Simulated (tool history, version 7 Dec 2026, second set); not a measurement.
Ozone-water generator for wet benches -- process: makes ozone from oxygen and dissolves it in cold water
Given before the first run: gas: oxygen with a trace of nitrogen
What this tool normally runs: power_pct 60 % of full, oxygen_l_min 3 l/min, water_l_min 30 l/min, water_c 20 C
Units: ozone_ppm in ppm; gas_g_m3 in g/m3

run,hour,power_pct,oxygen_l_min,water_l_min,water_c,ozone_ppm,gas_g_m3
1,0,60,3,30,20,8.4,190.1
2,80,58,3,30,20,8.2,184
3,212.6,59,3,30,20,8.4,186.7
4,289.8,59,3,30,20,8.3,188.8
# hour 334.4: water thermometer calibrated
5,390.3,59,3,30,20,8.2,187.3
6,512.4,59,3,30,20,8.4,185.6
7,583.8,60,3,30,20,8.5,189.6
8,655.7,60,3,30,20,8.5,191.2
9,755.8,60,3,30,20,8.4,190.6
10,877.9,60,3,30,20,8.5,190.3
11,989,60,3,30,12,9.1,190.3
12,1112.9,60,3,30,12,8.9,191
13,1169.4,60,2.57,30,20,7.8,203.2
14,1273.4,60,3,30,20,8.4,192.7
15,1380.4,60,3,30,20,8.3,192.4
16,1501.4,60,3,30,20,8.5,191.8
17,1584,60,3,36,20,6.9,190
18,1651.7,87,3,30,20,10.6,244.1
19,1764.9,87,3,30,20,10.9,243.5
20,1854.4,87,3,30,20,10.7,241
21,1919.8,54,3,46,22,4.7,178.7
22,2004.1,43,3,30,17,6.9,154.7
23,2081,43,3,30,17,6.9,156.6
24,2141.2,50,3.36,30,17,8.1,163.2
25,2238.6,58,1.58,38,17,5.1,249.4
26,2338.4,96,3,30,14,11.8,261.8
27,2477.9,48,3,30,20,7.3,167.6
28,2535.2,48,3.42,30,18,7.7,157.6
29,2606.5,88,3.42,25,12,14.3,231.2
30,2677.7,88,2.17,19,12,16.5,285.7
# hour 2730.2: gauge calibrated
31,2762.8,73,2.17,18,12,15.5,244.6
32,2824.5,79,2.17,18,12,16.4,259
33,2947.9,82,1.73,29,28,8.2,291.1

Run by run, hidden condition taken away, random variation retained:
What the log doesn't record here: yield of the discharge, % of new electrodes'; contactor's efficiency, % of a clean one's; true water temperature over the reading, C; drift of the gauge itself on ozone_ppm, %; drift of the gauge itself on gas_g_m3, %.
run,gas_g_m3
1,190.1
2,183.9
3,186.3
4,188.2
5,186.5
6,184.6
7,188.4
8,189.9
9,189.1
10,188.6
11,188.3
12,188.8
13,200.7
14,190.2
15,189.7
16,188.9
17,186.9
18,240
19,239.1
20,236.4
21,175.2
22,151.5
23,153.3
24,159.6
25,243.7
26,255.5
27,163.3
28,153.5
29,225
30,277.9
31,244.6
32,258.9
33,290.6
ozone_ppm without the hidden state stays within 0.1 ppm of what was measured, in all runs.
